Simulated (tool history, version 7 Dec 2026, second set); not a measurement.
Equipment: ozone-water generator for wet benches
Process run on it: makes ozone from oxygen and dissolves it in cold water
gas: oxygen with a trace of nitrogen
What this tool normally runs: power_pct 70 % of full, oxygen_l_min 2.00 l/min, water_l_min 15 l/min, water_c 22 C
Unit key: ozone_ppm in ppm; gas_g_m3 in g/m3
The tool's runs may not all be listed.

run	day	power_pct	oxygen_l_min	water_l_min	water_c	ozone_ppm	gas_g_m3
1	0.000	70	2.00	15	22	12.1	197.5
2	1.367	70	2.00	15	22	12.2	196.7
3	3.883	65	2.00	15	22	11.4	189.2
4	6.888	70	2.00	15	22	12.2	198.4
5	8.679	70	2.00	21	22	9.0	200.4
6	10.108	70	2.00	21	22	8.9	199.3
7	12.804	70	2.00	21	22	8.8	198.8
8	14.625	70	2.63	21	22	9.8	180.9
9	16.254	70	2.63	21	22	9.7	181.9
10	18.196	70	2.00	11	24	15.5	200.4
11	20.650	70	1.43	15	15	11.5	224.4
12	22.712	70	1.05	15	22	9.6	252.6

Predict each of these 4 candidate next runs independently; none follows another, all start after run 12:
A	24.604	44	1.30	9	22	?	?
B	24.604	70	2.00	15	30	?	?
C	24.604	70	1.78	19	22	?	?
D	24.604	70	2.00	15	22	?	?

run	ozone_ppm	gas_g_m3
A	13.0	177.6
B	11.2	198.4
C	9.5	208.5
D	12.3	201.0
The same runs, with their run-to-run variation unchanged, on a tool lacking any hidden condition would have given:
run	ozone_ppm	gas_g_m3
A	13.0	174.6
B	11.2	195.1
C	9.5	205.0
D	12.3	197.6

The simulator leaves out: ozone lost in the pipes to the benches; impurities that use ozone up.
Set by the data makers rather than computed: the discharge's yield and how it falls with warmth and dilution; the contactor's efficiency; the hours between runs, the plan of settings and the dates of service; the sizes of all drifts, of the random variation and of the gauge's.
